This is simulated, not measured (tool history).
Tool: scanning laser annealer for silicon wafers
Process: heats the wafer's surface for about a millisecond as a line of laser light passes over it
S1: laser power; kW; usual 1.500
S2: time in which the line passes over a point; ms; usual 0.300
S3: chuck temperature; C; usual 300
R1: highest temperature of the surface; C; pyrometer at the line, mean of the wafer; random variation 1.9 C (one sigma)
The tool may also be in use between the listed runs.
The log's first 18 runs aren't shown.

run 19 hour=575.7 | S1=1.579 S2=0.214 S3=319 | R1=1009
run 20 hour=593.2 | S1=1.351 S2=0.227 S3=312 | R1=886
run 21 hour=619.9 | S1=1.500 S2=0.333 S3=300 | R1=1088
run 22 hour=657.6 | S1=1.336 S2=0.300 S3=300 | R1=943
run 23 hour=696.7 | S1=1.500 S2=0.285 S3=264 | R1=993
run 24 hour=719.1 | S1=1.500 S2=0.285 S3=264 | R1=994
run 25 hour=758.3 | S1=1.513 S2=0.259 S3=324 | R1=1024
run 26 hour=776.7 | S1=1.513 S2=0.259 S3=324 | R1=1021
run 27 hour=816.0 | S1=1.305 S2=0.235 S3=320 | R1=867
run 28 hour=842.3 | S1=1.360 S2=0.260 S3=293 | R1=895
run 29 hour=875.6 | S1=1.488 S2=0.300 S3=339 | R1=1066
run 30 hour=915.2 | S1=1.488 S2=0.300 S3=339 | R1=1061
run 31 hour=937.8 | S1=1.488 S2=0.300 S3=339 | R1=1059
run 32 hour=967.1 | S1=1.488 S2=0.300 S3=339 | R1=1055
run 33 hour=997.3 | S1=1.488 S2=0.255 S3=327 | R1=991

4 ways to go on from here, each from the tool as it stands after run 33. What would each give?
run A hour=1020.8 | S1=1.512 S2=0.255 S3=290 | R1=?
run B hour=1020.8 | S1=1.551 S2=0.255 S3=322 | R1=?
run C hour=1020.8 | S1=1.590 S2=0.256 S3=312 | R1=?
run D hour=1020.8 | S1=1.500 S2=0.300 S3=318 | R1=?

run=A R1=963
run=B R1=1020
run=C R1=1035
run=D R1=1036
Without the tool's hidden state the same runs would have given:
run=A R1=1025
run=B R1=1085
run=C R1=1101
run=D R1=1103
